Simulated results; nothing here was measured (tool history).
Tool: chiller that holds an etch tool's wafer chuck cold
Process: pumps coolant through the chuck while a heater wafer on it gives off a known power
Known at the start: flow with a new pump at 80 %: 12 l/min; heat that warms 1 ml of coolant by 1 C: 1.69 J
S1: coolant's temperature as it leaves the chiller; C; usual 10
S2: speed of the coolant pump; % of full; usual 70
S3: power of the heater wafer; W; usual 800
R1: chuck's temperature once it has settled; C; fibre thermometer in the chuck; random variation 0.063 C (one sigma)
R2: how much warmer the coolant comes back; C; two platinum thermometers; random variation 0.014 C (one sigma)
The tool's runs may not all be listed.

| run | hour | S1 | S2 | S3 | R1 | R2 |
|---|---|---|---|---|---|---|
| 1 | 0.0 | 10 | 70 | 800 | 16.55 | 2.73 |
| 2 | 24.7 | 10 | 70 | 800 | 16.67 | 2.76 |
| 3 | 67.2 | 10 | 84 | 800 | 15.93 | 2.24 |
| 4 | 92.7 | 10 | 84 | 800 | 15.91 | 2.20 |
| 5 | 120.5 | 10 | 84 | 800 | 15.90 | 2.23 |
| 6 | 158.8 | 10 | 70 | 800 | 16.64 | 2.68 |
| 7 | 192.9 | 10 | 70 | 800 | 16.46 | 2.69 |
| 8 | 221.0 | 10 | 70 | 1019 | 18.46 | 3.43 |
| 9 | 269.1 | 3 | 66 | 839 | 10.26 | 2.96 |
| 10 | 295.6 | 20 | 81 | 742 | 25.54 | 2.07 |
| 11 | 331.7 | 7 | 70 | 800 | 13.60 | 2.63 |
| 12 | 370.0 | 7 | 70 | 800 | 13.56 | 2.62 |
| 13 | 403.4 | 10 | 93 | 800 | 15.38 | 1.85 |
| 14 | 433.2 | 10 | 93 | 800 | 15.56 | 1.87 |
| 15 | 462.9 | 10 | 65 | 800 | 17.01 | 2.83 |
| 16 | 509.8 | 8 | 99 | 1129 | 15.42 | 2.49 |

5 ways to go on from here, each from the tool as it stands after run 16. What would each give?
| A | 537.8 | 8 | 99 | 1148 | ? | ? |
| B | 537.8 | 10 | 99 | 578 | ? | ? |
| C | 537.8 | 8 | 84 | 406 | ? | ? |
| D | 537.8 | 8 | 65 | 978 | ? | ? |
| E | 537.8 | 2 | 66 | 800 | ? | ? |

| run | R1 | R2 |
|---|---|---|
| A | 15.62 | 2.53 |
| B | 13.79 | 1.19 |
| C | 10.87 | 0.96 |
| D | 16.53 | 3.46 |
| E | 8.90 | 2.76 |
Without the tool's hidden state the same runs would have given:
| run | R1 | R2 |
|---|---|---|
| A | 15.62 | 2.71 |
| B | 13.79 | 1.37 |
| C | 10.87 | 1.14 |
| D | 16.52 | 3.65 |
| E | 8.90 | 2.94 |
